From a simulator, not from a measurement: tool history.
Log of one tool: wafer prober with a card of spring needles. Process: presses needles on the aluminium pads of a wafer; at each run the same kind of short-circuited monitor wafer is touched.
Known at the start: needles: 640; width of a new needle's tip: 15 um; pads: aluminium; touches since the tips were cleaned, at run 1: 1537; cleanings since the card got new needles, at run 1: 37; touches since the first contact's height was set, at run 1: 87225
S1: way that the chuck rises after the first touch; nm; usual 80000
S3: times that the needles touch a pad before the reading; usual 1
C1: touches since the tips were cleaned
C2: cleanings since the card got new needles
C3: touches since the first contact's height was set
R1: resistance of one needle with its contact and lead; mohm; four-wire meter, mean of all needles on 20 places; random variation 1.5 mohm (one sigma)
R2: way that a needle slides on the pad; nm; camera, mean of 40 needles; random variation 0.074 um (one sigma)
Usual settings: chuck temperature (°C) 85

run 1 hour=0 | S1=80000 chuck_temperature_(°C)=85 S3=1 | C1=1537 C2=37 C3=87225 | R1=134 R2=15940
-- hour=2.7 tips cleaned on abrasive film
-- hour=15.1 tips cleaned on abrasive film
run 2 hour=18.6 | S1=80000 chuck_temperature_(°C)=85 S3=1 | C1=664 C2=39 C3=90702 | R1=136 R2=16040
-- hour=27.3 tips cleaned on abrasive film
run 3 hour=36.4 | S1=80000 chuck_temperature_(°C)=85 S3=1 | C1=1720 C2=40 C3=94037 | R1=136 R2=15920
-- hour=38.9 tips cleaned on abrasive film
-- hour=50.5 tips cleaned on abrasive film
run 4 hour=60.1 | S1=80000 chuck_temperature_(°C)=85 S3=1 | C1=1809 C2=42 C3=98469 | R1=134 R2=16050
-- hour=62.1 tips cleaned on abrasive film
-- hour=72.8 tips cleaned on abrasive film
run 5 hour=83.1 | S1=80000 chuck_temperature_(°C)=85 S3=1 | C1=1946 C2=44 C3=102780 | R1=135 R2=16150
-- hour=84.9 tips cleaned on abrasive film
-- hour=95.6 tips cleaned on abrasive film
run 6 hour=105.2 | S1=80000 chuck_temperature_(°C)=85 S3=1 | C1=1826 C2=46 C3=106919 | R1=137 R2=16040
-- hour=107.9 tips cleaned on abrasive film
-- hour=120.3 tips cleaned on abrasive film
run 7 hour=129 | S1=80000 chuck_temperature_(°C)=85 S3=1 | C1=1643 C2=48 C3=111378 | R1=136 R2=16120
-- hour=132.1 tips cleaned on abrasive film
run 8 hour=142.4 | S1=80000 chuck_temperature_(°C)=85 S3=1 | C1=1933 C2=49 C3=113876 | R1=136 R2=16120
-- hour=144.4 tips cleaned on abrasive film
-- hour=156.7 tips cleaned on abrasive film
-- hour=169.5 tips cleaned on abrasive film
run 9 hour=169.6 | S1=80000 chuck_temperature_(°C)=85 S3=1 | C1=29 C2=52 C3=118961 | R1=135 R2=16310
-- hour=182.6 tips cleaned on abrasive film
-- hour=194.3 tips cleaned on abrasive film
run 10 hour=195 | S1=80000 chuck_temperature_(°C)=85 S3=2 | C1=136 C2=54 C3=123713 | R1=135 R2=16150
-- hour=206.1 tips cleaned on abrasive film
run 11 hour=215.7 | S1=80000 chuck_temperature_(°C)=85 S3=2 | C1=1827 C2=55 C3=127613 | R1=134 R2=16200
-- hour=217.5 tips cleaned on abrasive film
-- hour=228.5 tips cleaned on abrasive film
run 12 hour=232.1 | S1=80000 chuck_temperature_(°C)=85 S3=1 | C1=668 C2=57 C3=130660 | R1=137 R2=16100
-- hour=241 tips cleaned on abrasive film
-- hour=251.6 tips cleaned on abrasive film
run 13 hour=259.3 | S1=73000 chuck_temperature_(°C)=38 S3=1 | C1=1461 C2=59 C3=135761 | R1=130 R2=14870
-- hour=263.9 tips cleaned on abrasive film
-- hour=274.7 tips cleaned on abrasive film
run 14 hour=274.7 | S1=73000 chuck_temperature_(°C)=38 S3=1 | C1=0 C2=61 C3=138638 | R1=130 R2=14930
-- hour=286.5 tips cleaned on abrasive film
-- hour=299.2 tips cleaned on abrasive film
run 15 hour=300.8 | S1=85000 chuck_temperature_(°C)=97 S3=1 | C1=306 C2=63 C3=143513 | R1=137 R2=17290
-- hour=310.2 tips cleaned on abrasive film
-- hour=321.8 tips cleaned on abrasive film
run 16 hour=326.5 | S1=65000 chuck_temperature_(°C)=27 S3=1 | C1=878 C2=65 C3=148330 | R1=132 R2=13240
-- hour=334.2 tips cleaned on abrasive film
-- hour=344.8 tips cleaned on abrasive film
run 17 hour=345.6 | S1=89000 chuck_temperature_(°C)=28 S3=3 | C1=155 C2=67 C3=151898 | R1=123 R2=18250
-- hour=355.8 tips cleaned on abrasive film
-- hour=367.5 tips cleaned on abrasive film
run 18 hour=369.4 | S1=69000 chuck_temperature_(°C)=85 S3=1 | C1=370 C2=69 C3=156358 | R1=139 R2=14150
-- hour=378.3 tips cleaned on abrasive film
-- hour=390.8 tips cleaned on abrasive film
run 19 hour=391.5 | S1=67000 chuck_temperature_(°C)=85 S3=1 | C1=125 C2=71 C3=160488 | R1=139 R2=13860
-- hour=402.9 tips cleaned on abrasive film
run 20 hour=408.3 | S1=99000 chuck_temperature_(°C)=85 S3=1 | C1=1020 C2=72 C3=163648 | R1=132 R2=20340
-- hour=410.9 gauge calibrated
-- hour=413.6 tips cleaned on abrasive film
run 21 hour=422 | S1=99000 chuck_temperature_(°C)=85 S3=1 | C1=1587 C2=73 C3=166204 | R1=131 R2=19680
-- hour=426.5 tips cleaned on abrasive film
-- hour=437.4 tips cleaned on abrasive film
-- hour=449.2 tips cleaned on abrasive film
run 22 hour=449.2 | S1=80000 chuck_temperature_(°C)=85 S3=1 | C1=0 C2=76 C3=171296 | R1=134 R2=16150
-- hour=460.5 tips cleaned on abrasive film
run 23 hour=467.4 | S1=83000 chuck_temperature_(°C)=87 S3=2 | C1=1307 C2=77 C3=174705 | R1=132 R2=16680

Forecast each of these 3 alternatives for the next run:
-- hour=472.3 tips cleaned on abrasive film
-- hour=483.5 tips cleaned on abrasive film
-- hour=494.8 tips cleaned on abrasive film
run A hour=495.3 | S1=83000 chuck_temperature_(°C)=41 S3=2 | C1=89 C2=80 C3=179912 | R1=? R2=?
-- hour=472.3 tips cleaned on abrasive film
-- hour=483.5 tips cleaned on abrasive film
-- hour=494.8 tips cleaned on abrasive film
run B hour=495.3 | S1=83000 chuck_temperature_(°C)=82 S3=2 | C1=89 C2=80 C3=179912 | R1=? R2=?
-- hour=472.3 tips cleaned on abrasive film
-- hour=483.5 tips cleaned on abrasive film
-- hour=494.8 tips cleaned on abrasive film
run C hour=495.3 | S1=64000 chuck_temperature_(°C)=56 S3=3 | C1=89 C2=80 C3=179912 | R1=? R2=?

run=A R1=127 R2=16690
run=B R1=136 R2=16600
run=C R1=134 R2=12840
Without the tool's hidden state the same runs would have given:
run=A R1=127 R2=16620
run=B R1=136 R2=16520
run=C R1=134 R2=12780
